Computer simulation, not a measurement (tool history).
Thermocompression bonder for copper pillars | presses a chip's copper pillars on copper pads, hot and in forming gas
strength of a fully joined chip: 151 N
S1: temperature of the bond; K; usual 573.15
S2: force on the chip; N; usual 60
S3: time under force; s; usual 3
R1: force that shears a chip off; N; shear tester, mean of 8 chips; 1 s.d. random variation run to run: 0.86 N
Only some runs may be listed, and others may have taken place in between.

{"run": 1, "hour": 0.0, "S1": 573.15, "S2": 60, "S3": 3, "R1": 70.5}
{"run": 2, "hour": 9.5, "S1": 573.15, "S2": 60, "S3": 3, "R1": 70.2}
{"run": 3, "hour": 22.8, "S1": 573.15, "S2": 60, "S3": 3, "R1": 70.0}
{"hour": 25.6, "done": "forming gas filter changed"}
{"run": 4, "hour": 39.0, "S1": 573.15, "S2": 60, "S3": 3, "R1": 76.6}
{"run": 5, "hour": 48.8, "S1": 573.15, "S2": 60, "S3": 3, "R1": 75.6}
{"run": 6, "hour": 63.1, "S1": 573.15, "S2": 60, "S3": 3, "R1": 75.7}
{"run": 7, "hour": 76.8, "S1": 573.15, "S2": 60, "S3": 3, "R1": 76.3}
{"run": 8, "hour": 84.0, "S1": 573.15, "S2": 60, "S3": 3, "R1": 76.5}
{"run": 9, "hour": 97.3, "S1": 573.15, "S2": 60, "S3": 3, "R1": 75.1}
{"run": 10, "hour": 107.2, "S1": 573.15, "S2": 60, "S3": 3, "R1": 74.7}
{"run": 11, "hour": 115.4, "S1": 548.15, "S2": 60, "S3": 3, "R1": 53.0}
{"run": 12, "hour": 126.7, "S1": 548.15, "S2": 60, "S3": 3, "R1": 53.0}
{"run": 13, "hour": 142.3, "S1": 583.15, "S2": 73, "S3": 6, "R1": 112.6}
{"run": 14, "hour": 155.8, "S1": 558.15, "S2": 38, "S3": 3, "R1": 43.2}
{"run": 15, "hour": 169.4, "S1": 558.15, "S2": 38, "S3": 3, "R1": 44.2}
{"run": 16, "hour": 182.5, "S1": 558.15, "S2": 38, "S3": 3, "R1": 43.3}
{"run": 17, "hour": 191.9, "S1": 544.15, "S2": 60, "S3": 2, "R1": 41.5}
{"run": 18, "hour": 206.6, "S1": 544.15, "S2": 60, "S3": 2, "R1": 41.2}
{"run": 19, "hour": 221.2, "S1": 577.15, "S2": 59, "S3": 4, "R1": 83.0}
{"run": 20, "hour": 231.7, "S1": 577.15, "S2": 59, "S3": 4, "R1": 83.1}
{"run": 21, "hour": 238.4, "S1": 573.15, "S2": 60, "S3": 4, "R1": 80.5}
{"run": 22, "hour": 252.7, "S1": 573.15, "S2": 60, "S3": 4, "R1": 80.0}
{"run": 23, "hour": 260.4, "S1": 573.15, "S2": 60, "S3": 4, "R1": 80.9}
{"run": 24, "hour": 274.0, "S1": 573.15, "S2": 60, "S3": 4, "R1": 80.5}

Below are 5 alternative next runs, each starting from the tool's condition after run 24. Predict each:
{"run": "A", "hour": 287.6, "S1": 575.15, "S2": 59, "S3": 5, "R1": "?"}
{"run": "B", "hour": 287.6, "S1": 557.15, "S2": 48, "S3": 4, "R1": "?"}
{"run": "C", "hour": 287.6, "S1": 553.15, "S2": 60, "S3": 9, "R1": "?"}
{"run": "D", "hour": 287.6, "S1": 559.15, "S2": 59, "S3": 4, "R1": "?"}
{"run": "E", "hour": 287.6, "S1": 575.15, "S2": 60, "S3": 3, "R1": "?"}

run=A R1=86.8
run=B R1=54.8
run=C R1=80.1
run=D R1=66.0
run=E R1=74.0
What these runs would have given with no unlogged condition in the tool:
run=A R1=85.7
run=B R1=52.3
run=C R1=78.0
run=D R1=63.5
run=E R1=72.2
